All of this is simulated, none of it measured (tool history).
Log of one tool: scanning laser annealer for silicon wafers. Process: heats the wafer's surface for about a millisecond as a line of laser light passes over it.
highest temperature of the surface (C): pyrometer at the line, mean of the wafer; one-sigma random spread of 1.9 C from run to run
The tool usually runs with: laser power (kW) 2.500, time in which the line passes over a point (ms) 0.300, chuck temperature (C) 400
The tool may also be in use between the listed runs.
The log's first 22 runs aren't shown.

run,hour,laser power (kW),time in which the line passes over a point (ms),chuck temperature (C),highest temperature of the surface (C)
23,172.9,2.500,0.364,384,1240
24,178.9,2.233,0.300,400,1071
25,188.6,2.233,0.300,400,1073
26,198.9,2.233,0.300,400,1073
27,209.1,2.500,0.292,368,1143
28,215.9,2.670,0.333,422,1325
29,223.2,2.575,0.362,422,1311
30,230.3,2.500,0.261,439,1173
31,237.5,2.741,0.261,439,1272
32,246.8,2.454,0.236,382,1065
33,257.2,2.149,0.353,382,1076
34,264.8,2.556,0.253,427,1171
35,271.3,2.556,0.253,427,1169
# hour 278.0: window over the wafer cleaned
36,281.6,2.377,0.253,427,1106
37,290.5,2.500,0.227,437,1128
38,295.3,2.178,0.300,400,1051
39,303.9,2.178,0.235,392,974
40,310.6,2.178,0.235,392,976

Predict each of these 3 candidate next runs independently; none follows another, all start after run 40:
A,318.3,2.178,0.235,367,?
B,318.3,2.178,0.221,392,?
C,318.3,2.609,0.358,383,?

run,highest temperature of the surface (C)
A,950
B,958
C,1286
With the hidden condition removed and each run's random variation left untouched, the same runs would have given:
run,highest temperature of the surface (C)
A,950
B,958
C,1287

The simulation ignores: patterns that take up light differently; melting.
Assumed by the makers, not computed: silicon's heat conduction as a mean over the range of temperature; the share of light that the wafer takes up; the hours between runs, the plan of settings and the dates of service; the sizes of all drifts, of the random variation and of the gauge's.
